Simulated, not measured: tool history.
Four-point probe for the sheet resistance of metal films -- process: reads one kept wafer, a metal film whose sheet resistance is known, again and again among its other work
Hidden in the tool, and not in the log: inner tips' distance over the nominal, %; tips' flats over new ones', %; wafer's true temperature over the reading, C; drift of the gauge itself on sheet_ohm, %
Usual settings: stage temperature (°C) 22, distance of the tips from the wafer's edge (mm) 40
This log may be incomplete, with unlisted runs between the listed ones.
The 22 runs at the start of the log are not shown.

| run | hour | stage temperature (°C) | distance of the tips from the wafer's edge (mm) | touches since the probe head was changed | hours of work since the stage's thermometer was calibrated | sheet resistance as the instrument gives it (ohm/square) |
|---|---|---|---|---|---|---|
| 23 | 369.6 | 35 | 15 | 10522 | 1128 | 0.069628 |
| 24 | 389.8 | 30 | 15 | 10825 | 1137 | 0.069355 |
| 25 | 405.6 | 29 | 10 | 11064 | 1144 | 0.06939 |
| 26 | 426.4 | 19 | 29 | 11377 | 1153 | 0.068787 |
| 27 | 449.9 | 19 | 29 | 11730 | 1164 | 0.068797 |
| 28 | 462.4 | 19 | 35 | 11919 | 1169 | 0.068789 |
| 29 | 481.9 | 23 | 9 | 12212 | 1178 | 0.069091 |
| 30 | 496.7 | 20 | 32 | 12435 | 1184 | 0.068846 |
| 31 | 511.1 | 28 | 8 | 12651 | 1191 | 0.069382 |
| 32 | 532.2 | 28 | 8 | 12970 | 1200 | 0.069392 |
| 33 | 550.4 | 28 | 8 | 13243 | 1208 | 0.069415 |
| 34 | 569.1 | 33 | 72 | 13526 | 1217 | 0.069505 |
| 35 | 590 | 22 | 9 | 13840 | 1226 | 0.069087 |
| 36 | 604.2 | 29 | 40 | 14053 | 1232 | 0.069305 |
| 37 | 627.5 | 29 | 40 | 14404 | 1242 | 0.069341 |
| 38 | 647.5 | 34 | 8 | 14705 | 1251 | 0.069707 |
| 39 | 664.3 | 19 | 5 | 14958 | 1259 | 0.069167 |
| 40 | 678.5 | 22 | 58 | 15173 | 1265 | 0.068948 |
| 41 | 701 | 30 | 48 | 15511 | 1275 | 0.069379 |
| 42 | 720.9 | 30 | 48 | 15811 | 1284 | 0.069356 |
| 43 | 732 | 18 | 21 | 15978 | 1289 | 0.068771 |

What if the next run were any one of these 5? Each begins from the tool's condition after run 43:
| A | 742.7 | 33 | 9 | 16138 | 1294 | ? |
| B | 742.7 | 18 | 4 | 16138 | 1294 | ? |
| C | 742.7 | 22 | 21 | 16138 | 1294 | ? |
| D | 742.7 | 19 | 5 | 16138 | 1294 | ? |
| E | 742.7 | 33 | 35 | 16138 | 1294 | ? |

| run | sheet resistance as the instrument gives it (ohm/square) |
|---|---|
| A | 0.069652 |
| B | 0.069319 |
| C | 0.069004 |
| D | 0.069195 |
| E | 0.069494 |
With the hidden condition removed and each run's random variation left untouched, the same runs would have given:
| run | sheet resistance as the instrument gives it (ohm/square) |
|---|---|
| A | 0.069746 |
| B | 0.069405 |
| C | 0.069093 |
| D | 0.069281 |
| E | 0.069588 |
